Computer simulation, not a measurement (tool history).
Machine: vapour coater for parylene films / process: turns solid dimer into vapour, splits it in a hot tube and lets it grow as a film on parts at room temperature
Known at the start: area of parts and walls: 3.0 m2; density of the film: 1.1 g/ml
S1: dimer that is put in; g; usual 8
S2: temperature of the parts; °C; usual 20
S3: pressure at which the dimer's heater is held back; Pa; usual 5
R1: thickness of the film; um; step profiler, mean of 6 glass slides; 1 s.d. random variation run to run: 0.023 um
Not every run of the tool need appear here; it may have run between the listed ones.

run   hour  S1  S2     S3    R1
  1      0   8  20      5  1.16
  2   10.7   8  20      5  1.25
  3   23.3   8  20      5  1.18
  4     38   8  20      5   1.2
  5   52.1   8  20      5  1.17
  6   60.4   8  20      5   1.2
  7   73.7   8  20      5  1.17
  8   89.6   8  17      5  1.32
  9  103.7   8  17      5  1.32
 10  122.4   8  20      5  1.23
 11  135.5   8  20      5  1.16
 12  146.8   8  20      5  1.17
 13  160.5   8  20      5   1.2
 14  179.2   8  20      5  1.14
 15  196.7   8  18      5  1.22
 16  213.6   4  20   3.15  0.64
     231.8  -- trap's valve overhauled
 17  232.9   4  20   3.15   0.7
 18  242.2  13  20   3.56  2.25
 19  259.1   8  26   3.12   1.2
 20  274.6   6  26  10.94  0.74
 21  291.8   6  26  10.94  0.74
 22  307.9   7  21   2.19  1.25
 23  319.6   7  21   2.19  1.23

Branching from run 23: 5 alternative next runs. What would each branch give?
  A  329.2   7  16  2.19   ?
  B  329.2   8  20   3.2   ?
  C  329.2   8  21  2.19   ?
  D  329.2   7  13  2.19   ?
  E  329.2   8  26  5.53   ?

run    R1
  A  1.48
  B  1.41
  C  1.44
  D  1.62
  E  1.06
Without the tool's hidden state the same runs would have given:
run    R1
  A  1.51
  B  1.43
  C  1.47
  D  1.64
  E  1.08
